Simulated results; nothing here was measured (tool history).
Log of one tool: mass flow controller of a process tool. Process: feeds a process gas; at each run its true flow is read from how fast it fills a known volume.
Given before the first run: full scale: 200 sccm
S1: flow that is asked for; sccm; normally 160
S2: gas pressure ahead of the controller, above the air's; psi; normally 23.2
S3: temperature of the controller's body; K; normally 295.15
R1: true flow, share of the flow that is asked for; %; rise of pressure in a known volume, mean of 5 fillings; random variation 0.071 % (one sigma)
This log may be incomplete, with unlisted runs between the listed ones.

Run 1, hour 0: usual settings. Result: R1 99.58 %.
Run 2, hour 306.8: usual settings. Result: R1 99.5 %.
Run 3, hour 749.1: usual settings. Result: R1 99.32 %.
At hour 1091.9: controller exchanged for a calibrated one.
Run 4, hour 1146: usual settings. Result: R1 99.14 %.
Run 5, hour 1347.8: usual settings but S3 307.15 K. Result: R1 99.41 %.
Run 6, hour 1663.1: usual settings but S3 307.15 K. Result: R1 99.29 %.
Run 7, hour 2101.9: usual settings but S3 307.15 K. Result: R1 99.03 %.
Run 8, hour 2384.2: usual settings but S3 307.15 K. Result: R1 99.07 %.
Run 9, hour 2762: usual settings. Result: R1 98.52 %.
Run 10, hour 3100.4: usual settings but S2 23.5 psi. Result: R1 98.53 %.
Run 11, hour 3470.5: usual settings but S2 23.5 psi, S3 298.15 K. Result: R1 98.43 %.
Run 12, hour 3718.5: usual settings but S2 23.5 psi, S3 298.15 K. Result: R1 98.41 %.
Run 13, hour 4147.5: usual settings but S2 23.5 psi, S3 298.15 K. Result: R1 98.11 %.
Run 14, hour 4409.4: usual settings. Result: R1 98.03 %.
Run 15, hour 4705.8: usual settings but S2 27.7 psi. Result: R1 97.7 %.
Run 16, hour 4943.6: usual settings. Result: R1 97.87 %.
Run 17, hour 5433.3: usual settings but S1 41 sccm. Result: R1 95.95 %.
Run 18, hour 5669.2: usual settings but S1 41 sccm, S2 21 psi. Result: R1 96 %.
Run 19, hour 5931: usual settings. Result: R1 97.53 %.
Run 20, hour 6312.1: usual settings. Result: R1 97.42 %.
Run 21, hour 6510.8: usual settings but S1 112 sccm, S2 24.1 psi, S3 305.15 K. Result: R1 96.83 %.
Run 22, hour 6717.5: usual settings but S1 36 sccm, S2 31.2 psi, S3 297.15 K. Result: R1 95.05 %.
Run 23, hour 7041.4: usual settings but S2 35.4 psi, S3 298.15 K. Result: R1 96.63 %.
At hour 7166.2: gauge calibrated.
Run 24, hour 7509.9: usual settings but S1 177 sccm, S2 23.8 psi, S3 294.15 K. Result: R1 99.79 %.
Run 25, hour 7931: usual settings but S1 31 sccm, S2 25.1 psi. Result: R1 97.41 %.
Run 26, hour 8245.5: usual settings but S2 27.7 psi, S3 305.15 K. Result: R1 99.3 %.
Run 27, hour 8610.6: usual settings but S1 56 sccm, S2 39.7 psi, S3 301.15 K. Result: R1 96.92 %.
Run 28, hour 8950.3: usual settings but S1 56 sccm, S2 39.7 psi, S3 301.15 K. Result: R1 96.8 %.
Run 29, hour 9438.6: usual settings but S1 146 sccm, S2 37.4 psi. Result: R1 97.98 %.

Expected results for the next run?
Run 30, hour 9808.4: usual settings but S2 20.5 psi. Result: R1 ?.

R1: 98.74 %
Without the tool's hidden state the same run would have given R1 99.65 %.
